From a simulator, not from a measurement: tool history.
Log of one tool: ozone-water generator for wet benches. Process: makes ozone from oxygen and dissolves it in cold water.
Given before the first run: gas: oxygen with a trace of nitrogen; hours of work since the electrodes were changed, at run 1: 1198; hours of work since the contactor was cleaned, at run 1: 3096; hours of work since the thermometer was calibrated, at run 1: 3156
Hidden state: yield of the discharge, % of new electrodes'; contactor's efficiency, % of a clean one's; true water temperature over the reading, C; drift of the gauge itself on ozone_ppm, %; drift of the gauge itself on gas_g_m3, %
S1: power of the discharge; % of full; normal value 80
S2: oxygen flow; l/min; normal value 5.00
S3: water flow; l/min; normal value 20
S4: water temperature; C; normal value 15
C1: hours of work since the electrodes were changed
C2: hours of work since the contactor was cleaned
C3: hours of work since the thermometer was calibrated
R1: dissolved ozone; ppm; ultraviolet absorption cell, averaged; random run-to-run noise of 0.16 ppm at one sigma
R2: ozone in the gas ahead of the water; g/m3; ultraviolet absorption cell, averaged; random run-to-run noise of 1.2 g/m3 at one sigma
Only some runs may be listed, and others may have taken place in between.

run	hour	S1	S2	S3	S4	C1	C2	C3	R1	R2
1	0.0	80	5.00	20	15	1198	3096	3156	20.9	220.6
2	29.2	80	4.70	20	15	1217	3116	3175	21.5	230.7
3	72.4	80	4.70	20	15	1246	3144	3204	21.1	229.5
4	114.6	80	4.70	20	15	1274	3173	3232	21.1	230.4
5	165.0	80	4.70	20	15	1307	3206	3266	21.2	229.4
6	195.5	80	5.00	20	15	1328	3226	3286	21.1	220.9
7	261.4	80	5.00	20	15	1372	3270	3330	21.3	218.2
8	301.7	80	7.34	20	15	1399	3297	3357	19.8	168.4
9	332.5	65	5.00	20	15	1419	3318	3377	18.0	187.2
10	370.2	65	5.00	20	15	1444	3343	3402	18.1	186.1
11	397.2	80	5.00	20	15	1462	3361	3420	20.9	218.6
12	450.9	80	5.00	20	15	1498	3397	3456	20.9	218.5
13	485.5	80	5.00	20	15	1521	3420	3479	21.0	216.7
14	513.2	80	5.00	20	15	1539	3438	3497	20.9	218.8
15	548.3	80	5.00	15	15	1563	3461	3521	26.4	216.2
16	583.0	80	5.00	15	15	1586	3485	3544	26.6	216.4
17	632.5	80	5.00	15	15	1619	3518	3577	26.4	216.7
18	674.9	80	5.00	22	15	1647	3546	3605	19.2	213.8
19	738.7	80	5.00	22	15	1690	3588	3648	19.4	214.2
20	783.6	80	5.39	20	15	1719	3618	3678	20.6	204.8
21	831.0	80	5.00	21	13	1751	3650	3709	20.9	215.2
# hour 858.2: gauge calibrated
22	874.2	59	8.26	20	17	1780	3678	3738	15.0	124.8
23	906.0	59	8.88	20	17	1801	3700	3759	14.5	118.5
24	960.9	73	6.11	20	15	1838	3736	3796	19.3	177.9
25	1023.3	69	7.31	20	15	1879	3778	3837	17.7	152.1
26	1062.0	45	3.07	13	15	1905	3804	3863	20.2	199.6
27	1097.2	90	5.00	13	15	1928	3827	3886	32.1	239.5
28	1144.2	80	3.22	17	13	1960	3858	3918	25.5	292.4
29	1178.0	80	3.22	17	13	1982	3881	3940	25.2	292.5
30	1220.6	80	4.09	17	11	2011	3909	3969	25.8	249.9
31	1251.8	92	4.09	17	11	2031	3930	3989	29.0	277.9
32	1287.8	65	8.00	19	8	2055	3954	4013	19.9	135.7

Pick out some run-to-run changes in R2. Of each, how much would a tool without hidden state show as well, from the settings, what came in and chance, and how much is left for the hidden state and any gauge scatter not in both results compared?
Run 21 -> 22: S1 80 -> 59, S2 5.00 -> 8.26, S3 21 -> 20, S4 13 -> 17, gauge calibrated. R2 -90.4 g/m3: hidden state +6.3, all else -96.7.
Run 23 -> 24: S1 59 -> 73, S2 8.88 -> 6.11, S4 17 -> 15. R2 +59.4 g/m3: hidden state -0.5, all else +59.9.
Run 27 -> 28: S1 90 -> 80, S2 5.00 -> 3.22, S3 13 -> 17, S4 15 -> 13. R2 +52.9 g/m3: hidden state -0.9, all else +53.8.
Run 31 -> 32: S1 92 -> 65, S2 4.09 -> 8.00, S3 17 -> 19, S4 11 -> 8. R2 -142.2 g/m3: hidden state +2.0, all else -144.2.
